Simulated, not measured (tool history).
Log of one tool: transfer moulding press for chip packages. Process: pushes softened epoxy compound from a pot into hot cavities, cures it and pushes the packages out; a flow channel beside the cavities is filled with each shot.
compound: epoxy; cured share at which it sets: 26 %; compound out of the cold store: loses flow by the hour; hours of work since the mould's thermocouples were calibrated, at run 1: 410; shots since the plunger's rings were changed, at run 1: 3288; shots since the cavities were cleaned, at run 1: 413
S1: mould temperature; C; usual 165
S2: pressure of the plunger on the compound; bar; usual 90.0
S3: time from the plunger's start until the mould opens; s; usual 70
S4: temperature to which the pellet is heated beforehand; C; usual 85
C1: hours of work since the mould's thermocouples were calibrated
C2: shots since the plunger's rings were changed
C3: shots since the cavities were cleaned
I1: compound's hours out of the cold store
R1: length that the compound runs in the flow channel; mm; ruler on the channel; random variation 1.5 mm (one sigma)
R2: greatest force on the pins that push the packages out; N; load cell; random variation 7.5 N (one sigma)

| run | hour | S1 | S2 | S3 | S4 | C1 | C2 | C3 | I1 | R1 | R2 |
|---|---|---|---|---|---|---|---|---|---|---|---|
| 1 | 0.0 | 165 | 90.0 | 70 | 85 | 410 | 3288 | 413 | 19.4 | 862 | 662 |
|  | 2.7 | cavities cleaned with cleaning compound and waxed |
| 2 | 17.9 | 165 | 90.0 | 70 | 85 | 422 | 3545 | 238 | 12.9 | 887 | 619 |
| 3 | 27.6 | 165 | 90.0 | 70 | 85 | 429 | 3696 | 389 | 22.4 | 847 | 677 |
|  | 31.4 | cavities cleaned with cleaning compound and waxed |
| 4 | 43.5 | 165 | 90.0 | 70 | 85 | 439 | 3923 | 190 | 26.8 | 827 | 578 |
| 5 | 54.8 | 165 | 90.0 | 70 | 85 | 447 | 4099 | 366 | 32.4 | 808 | 633 |
|  | 60.3 | cavities cleaned with cleaning compound and waxed |
| 6 | 65.7 | 165 | 90.0 | 70 | 85 | 454 | 4247 | 85 | 24.8 | 838 | 448 |
| 7 | 80.9 | 165 | 90.0 | 70 | 85 | 465 | 4484 | 322 | 24.6 | 835 | 634 |
|  | 89.6 | cavities cleaned with cleaning compound and waxed |
| 8 | 91.4 | 165 | 90.0 | 70 | 85 | 472 | 4625 | 28 | 31.2 | 811 | 392 |
|  | 105.2 | plunger's sealing rings changed |
| 9 | 105.2 | 165 | 90.0 | 70 | 85 | 480 | 0 | 205 | 12.2 | 908 | 575 |
| 10 | 113.6 | 165 | 90.0 | 70 | 85 | 486 | 132 | 337 | 15.9 | 893 | 641 |
|  | 121.6 | cavities cleaned with cleaning compound and waxed |
| 11 | 128.2 | 165 | 90.0 | 70 | 85 | 496 | 338 | 105 | 27.5 | 847 | 466 |
| 12 | 136.8 | 165 | 90.0 | 70 | 85 | 502 | 471 | 238 | 18.1 | 884 | 593 |
| 13 | 145.3 | 165 | 90.0 | 70 | 85 | 508 | 604 | 371 | 41.8 | 797 | 646 |
|  | 150.7 | cavities cleaned with cleaning compound and waxed |
| 14 | 155.9 | 165 | 90.0 | 70 | 85 | 515 | 747 | 82 | 8.0 | 921 | 493 |
| 15 | 166.2 | 167 | 90.0 | 73 | 85 | 522 | 908 | 243 | 29.4 | 837 | 481 |
|  | 179.9 | cavities cleaned with cleaning compound and waxed |
| 16 | 181.1 | 167 | 90.0 | 59 | 86 | 532 | 1119 | 20 | 27.7 | 841 | 504 |
| 17 | 188.1 | 161 | 79.6 | 55 | 93 | 537 | 1227 | 128 | 20.2 | 825 | 1108 |
| 18 | 199.0 | 163 | 73.9 | 70 | 85 | 545 | 1399 | 300 | 30.3 | 760 | 695 |
|  | 209.2 | cavities cleaned with cleaning compound and waxed |
| 19 | 217.3 | 163 | 73.9 | 70 | 85 | 557 | 1662 | 128 | 19.3 | 795 | 596 |
| 20 | 230.4 | 158 | 77.9 | 70 | 89 | 566 | 1866 | 332 | 37.3 | 763 | 986 |
|  | 238.3 | cavities cleaned with cleaning compound and waxed |
| 21 | 246.5 | 158 | 77.9 | 70 | 89 | 577 | 2094 | 127 | 36.9 | 763 | 729 |
| 22 | 256.0 | 167 | 109.4 | 70 | 89 | 584 | 2243 | 276 | 19.4 | 954 | 538 |
|  | 268.1 | cavities cleaned with cleaning compound and waxed |
| 23 | 272.2 | 173 | 90.0 | 50 | 85 | 594 | 2475 | 65 | 29.9 | 811 | 623 |
| 24 | 283.2 | 169 | 70.5 | 64 | 75 | 602 | 2647 | 237 | 47.4 | 675 | 587 |
| 25 | 293.8 | 165 | 90.0 | 70 | 90 | 610 | 2812 | 402 | 26.3 | 841 | 679 |
|  | 297.5 | cavities cleaned with cleaning compound and waxed |
| 26 | 309.7 | 165 | 90.0 | 70 | 90 | 620 | 3037 | 190 | 13.9 | 883 | 576 |
| 27 | 319.7 | 159 | 95.0 | 87 | 86 | 628 | 3195 | 348 | 18.5 | 906 | 634 |
|  | 326.2 | cavities cleaned with cleaning compound and waxed |
| 28 | 333.1 | 164 | 95.0 | 87 | 86 | 636 | 3380 | 107 | 14.7 | 910 | 376 |

Forecast each of these 3 alternatives for the next run:
| A | 349.0 | 172 | 90.0 | 88 | 85 | 648 | 3630 | 357 | 44.8 | ? | ? |
| B | 349.0 | 161 | 109.6 | 73 | 85 | 648 | 3630 | 357 | 35.5 | ? | ? |
| C | 349.0 | 171 | 90.0 | 70 | 85 | 648 | 3630 | 357 | 22.7 | ? | ? |

| run | R1 | R2 |
|---|---|---|
| A | 761 | 456 |
| B | 897 | 750 |
| C | 836 | 502 |
Without the tool's hidden state the same runs would have given:
| run | R1 | R2 |
|---|---|---|
| A | 776 | 246 |
| B | 915 | 371 |
| C | 852 | 260 |
